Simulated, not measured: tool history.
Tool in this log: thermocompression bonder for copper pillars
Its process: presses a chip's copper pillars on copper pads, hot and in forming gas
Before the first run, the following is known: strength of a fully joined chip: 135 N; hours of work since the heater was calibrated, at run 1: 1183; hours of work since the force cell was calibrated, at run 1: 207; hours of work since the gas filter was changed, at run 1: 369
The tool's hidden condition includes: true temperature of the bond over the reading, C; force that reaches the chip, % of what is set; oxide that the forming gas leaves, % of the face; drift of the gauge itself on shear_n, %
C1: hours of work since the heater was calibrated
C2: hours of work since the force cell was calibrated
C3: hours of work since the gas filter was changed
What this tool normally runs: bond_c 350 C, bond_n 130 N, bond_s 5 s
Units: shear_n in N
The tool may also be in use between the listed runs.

Run 1, hour 0: usual settings; C1 1183; C2 207; C3 369. Result: shear_n 75 N.
At hour 14.7: heater calibrated with a thermocouple chip.
Run 2, hour 18.6: usual settings; C1 2; C2 214; C3 376. Result: shear_n 74.5 N.
Run 3, hour 26.9: usual settings; C1 5; C2 218; C3 379. Result: shear_n 74.8 N.
Run 4, hour 38.1: usual settings but bond_c 340 C; C1 10; C2 222; C3 384. Result: shear_n 70 N.
Run 5, hour 50.9: usual settings but bond_s 9 s; C1 15; C2 228; C3 389. Result: shear_n 88.4 N.
At hour 62.3: forming gas filter changed.
Run 6, hour 63.1: usual settings but bond_s 9 s; C1 20; C2 232; C3 0. Result: shear_n 88.3 N.
Run 7, hour 82.2: usual settings but bond_s 9 s; C1 28; C2 240; C3 8. Result: shear_n 88.2 N.
Run 8, hour 93.9: usual settings but bond_s 9 s; C1 33; C2 245; C3 13. Result: shear_n 87.7 N.
Run 9, hour 102.6: usual settings but bond_n 173 N; C1 36; C2 249; C3 17. Result: shear_n 90 N.
Run 10, hour 117.5: usual settings but bond_c 321 C; C1 43; C2 255; C3 23. Result: shear_n 60.5 N.
Run 11, hour 130: usual settings but bond_s 6 s; C1 48; C2 260; C3 28. Result: shear_n 78 N.
Run 12, hour 146.2: usual settings but bond_s 6 s; C1 54; C2 267; C3 35. Result: shear_n 77.4 N.
Run 13, hour 158.7: usual settings but bond_s 6 s; C1 60; C2 272; C3 40. Result: shear_n 77.6 N.
Run 14, hour 168.2: usual settings but bond_s 6 s; C1 64; C2 276; C3 44. Result: shear_n 77.3 N.
Run 15, hour 179.8: usual settings but bond_s 6 s; C1 68; C2 281; C3 49. Result: shear_n 76.8 N.
At hour 192: gauge calibrated.
Run 16, hour 199: usual settings but bond_s 6 s; C1 76; C2 289; C3 57. Result: shear_n 78.9 N.
Run 17, hour 209.5: usual settings; C1 81; C2 293; C3 61. Result: shear_n 74.9 N.
Run 18, hour 218.1: usual settings; C1 84; C2 297; C3 65. Result: shear_n 74.5 N.
Run 19, hour 233.5: usual settings; C1 91; C2 303; C3 71. Result: shear_n 74.8 N.
Run 20, hour 249.3: usual settings; C1 97; C2 310; C3 78. Result: shear_n 74.1 N.
Run 21, hour 257.3: usual settings but bond_c 370 C; C1 101; C2 313; C3 81. Result: shear_n 82.6 N.
Run 22, hour 270.3: usual settings but bond_c 368 C, bond_n 81 N, bond_s 13 s; C1 106; C2 319; C3 87. Result: shear_n 77.7 N.
Run 23, hour 285.6: usual settings but bond_c 326 C; C1 112; C2 325; C3 93. Result: shear_n 63.3 N.
Run 24, hour 294.8: usual settings but bond_c 370 C, bond_s 14 s; C1 116; C2 329; C3 97. Result: shear_n 106.6 N.
Run 25, hour 307.4: usual settings but bond_c 321 C, bond_n 170 N, bond_s 6 s; C1 122; C2 334; C3 102. Result: shear_n 79.5 N.
Run 26, hour 326.1: usual settings but bond_c 321 C, bond_n 170 N, bond_s 6 s; C1 129; C2 342; C3 110. Result: shear_n 79.6 N.
Run 27, hour 334.9: usual settings but bond_c 335 C, bond_n 85 N, bond_s 4 s; C1 133; C2 345; C3 113. Result: shear_n 41.5 N.
Run 28, hour 347.8: usual settings but bond_c 359 C, bond_s 14 s; C1 138; C2 351; C3 119. Result: shear_n 101.3 N.
Run 29, hour 361.9: usual settings but bond_c 359 C, bond_s 14 s; C1 144; C2 357; C3 125. Result: shear_n 101.1 N.
Run 30, hour 374.8: usual settings but bond_n 153 N, bond_s 4 s; C1 150; C2 362; C3 130. Result: shear_n 76.7 N.
Run 31, hour 385.1: usual settings but bond_c 369 C, bond_n 142 N; C1 154; C2 366; C3 134. Result: shear_n 86 N.
Run 32, hour 401.3: usual settings but bond_c 368 C, bond_n 185 N; C1 161; C2 373; C3 141. Result: shear_n 99.8 N.
Run 33, hour 410.9: usual settings but bond_c 337 C; C1 165; C2 377; C3 145. Result: shear_n 66.5 N.
Run 34, hour 419.8: usual settings but bond_n 158 N; C1 168; C2 381; C3 149. Result: shear_n 83.6 N.
Run 35, hour 430.1: usual settings but bond_c 361 C, bond_n 121 N; C1 173; C2 385; C3 153. Result: shear_n 73.1 N.
Run 36, hour 440.9: usual settings but bond_c 358 C, bond_n 112 N; C1 177; C2 390; C3 157. Result: shear_n 67.6 N.
Run 37, hour 459.8: usual settings but bond_c 340 C, bond_n 176 N, bond_s 11 s; C1 185; C2 397; C3 165. Result: shear_n 102.7 N.
Run 38, hour 470.2: usual settings but bond_c 353 C, bond_n 100 N, bond_s 3 s; C1 189; C2 402; C3 170. Result: shear_n 48.9 N.
Run 39, hour 489.1: usual settings but bond_c 353 C, bond_n 100 N, bond_s 3 s; C1 197; C2 410; C3 177. Result: shear_n 48.2 N.

Predict each of these 3 candidate next runs independently; none follows another, all start after run 39:
Run A, hour 508.1: usual settings but bond_c 325 C; C1 205; C2 418; C3 185. Result: shear_n ?.
Run B, hour 508.1: usual settings but bond_c 345 C, bond_n 83 N, bond_s 6 s; C1 205; C2 418; C3 185. Result: shear_n ?.
Run C, hour 508.1: usual settings but bond_s 9 s; C1 205; C2 418; C3 185. Result: shear_n ?.

run  shear_n
  A     60.2
  B     50.4
  C     85.1
With the hidden condition removed and each run's random variation left untouched, the same runs would have given:
run  shear_n
  A       63
  B     52.8
  C     89.1
